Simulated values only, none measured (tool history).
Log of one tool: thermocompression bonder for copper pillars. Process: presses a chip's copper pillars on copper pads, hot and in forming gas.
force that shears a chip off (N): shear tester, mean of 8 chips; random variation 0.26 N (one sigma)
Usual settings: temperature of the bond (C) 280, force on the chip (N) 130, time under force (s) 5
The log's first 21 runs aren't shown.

run,day,temperature of the bond (C),force on the chip (N),time under force (s),force that shears a chip off (N)
22,24.458,254,123,12,67.9
23,25.542,280,120,5,67.2
24,26.954,278,186,4,74.2
25,27.942,257,126,5,54.4
26,29.212,286,143,6,78.5
27,30.575,286,143,6,77.4
# day 30.821: force cell calibrated
28,31.738,297,181,3,75.8
# day 32.938: forming gas filter changed
29,33.125,264,162,4,61.6
30,34.296,286,85,5,59.9

5 ways to go on from here, each from the tool as it stands after run 30. What would each give?
A,35.592,297,85,4,?
B,35.592,304,85,5,?
C,35.592,253,85,5,?
D,35.592,286,105,5,?
E,35.592,280,114,5,?

run,force that shears a chip off (N)
A,61.5
B,69.5
C,40.5
D,66.0
E,64.8
Without the tool's hidden state the same runs would have given:
run,force that shears a chip off (N)
A,62.8
B,70.8
C,41.7
D,67.4
E,66.2

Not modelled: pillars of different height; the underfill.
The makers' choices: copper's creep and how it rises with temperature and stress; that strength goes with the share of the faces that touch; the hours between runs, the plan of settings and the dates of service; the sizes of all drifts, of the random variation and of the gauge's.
